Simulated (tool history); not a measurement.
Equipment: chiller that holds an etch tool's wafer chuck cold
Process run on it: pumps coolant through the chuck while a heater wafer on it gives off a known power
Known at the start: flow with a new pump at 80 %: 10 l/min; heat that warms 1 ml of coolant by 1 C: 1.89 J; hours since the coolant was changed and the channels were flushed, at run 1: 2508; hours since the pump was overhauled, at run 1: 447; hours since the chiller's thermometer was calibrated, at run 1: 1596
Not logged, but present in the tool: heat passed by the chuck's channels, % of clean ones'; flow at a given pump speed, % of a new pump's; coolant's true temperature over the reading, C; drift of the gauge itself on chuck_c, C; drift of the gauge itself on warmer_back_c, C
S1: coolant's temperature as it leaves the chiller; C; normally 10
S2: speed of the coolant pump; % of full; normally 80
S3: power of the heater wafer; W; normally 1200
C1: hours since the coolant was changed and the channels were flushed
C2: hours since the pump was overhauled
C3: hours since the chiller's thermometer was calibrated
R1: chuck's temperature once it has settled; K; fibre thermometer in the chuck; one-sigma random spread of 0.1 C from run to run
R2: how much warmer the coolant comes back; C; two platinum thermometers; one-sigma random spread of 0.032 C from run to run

| run | hour | S1 | S2 | S3 | C1 | C2 | C3 | R1 | R2 |
|---|---|---|---|---|---|---|---|---|---|
| 1 | 0 | 10 | 80 | 1200 | 2508 | 447 | 1596 | 297.95 | 3.9 |
| 2 | 218 | 10 | 80 | 1200 | 2726 | 665 | 1814 | 298.35 | 3.88 |
| 3 | 420.2 | 10 | 80 | 1328 | 2929 | 867 | 2016 | 300.25 | 4.4 |
| 4 | 583.2 | 10 | 80 | 1200 | 3092 | 1030 | 2179 | 298.65 | 3.94 |
|  | 675.3 | chiller's thermometer calibrated |
| 5 | 791.6 | 10 | 78 | 1200 | 3299 | 1237 | 116 | 299.65 | 4.07 |
| 6 | 982.5 | 19 | 80 | 1200 | 3490 | 1428 | 307 | 308.55 | 4.04 |
|  | 1068.3 | coolant changed, channels flushed |
| 7 | 1172.7 | 10 | 90 | 1200 | 104 | 1612 | 491 | 295.45 | 3.64 |
| 8 | 1373.5 | 10 | 90 | 1200 | 305 | 1813 | 692 | 295.75 | 3.54 |
| 9 | 1547.5 | 10 | 90 | 1200 | 479 | 1987 | 866 | 295.75 | 3.57 |
| 10 | 1699.5 | 10 | 90 | 1200 | 631 | 2139 | 1018 | 295.85 | 3.61 |
| 11 | 1855.6 | 9 | 94 | 1079 | 787 | 2295 | 1174 | 293.35 | 3.1 |
| 12 | 1958 | 14 | 89 | 827 | 890 | 2398 | 1277 | 295.95 | 2.51 |
| 13 | 2116.9 | 10 | 79 | 614 | 1049 | 2557 | 1436 | 290.25 | 2.15 |

Predict each of these 5 candidate next runs independently; none follows another, all start after run 13:
| A | 2238.8 | 10 | 78 | 1200 | 1171 | 2678 | 1557 | ? | ? |
| B | 2238.8 | 8 | 71 | 1188 | 1171 | 2678 | 1557 | ? | ? |
| C | 2238.8 | 14 | 79 | 995 | 1171 | 2678 | 1557 | ? | ? |
| D | 2238.8 | 10 | 79 | 905 | 1171 | 2678 | 1557 | ? | ? |
| E | 2238.8 | 14 | 72 | 1205 | 1171 | 2678 | 1557 | ? | ? |

| run | R1 | R2 |
|---|---|---|
| A | 297.85 | 4.26 |
| B | 296.85 | 4.69 |
| C | 299.05 | 3.51 |
| D | 294.15 | 3.15 |
| E | 302.85 | 4.62 |
Take away the tool's hidden state, keep each run's random variation, and the runs would have read:
| run | R1 | R2 |
|---|---|---|
| A | 296.35 | 3.91 |
| B | 295.25 | 4.32 |
| C | 297.95 | 3.22 |
| D | 293.15 | 2.89 |
| E | 301.25 | 4.24 |
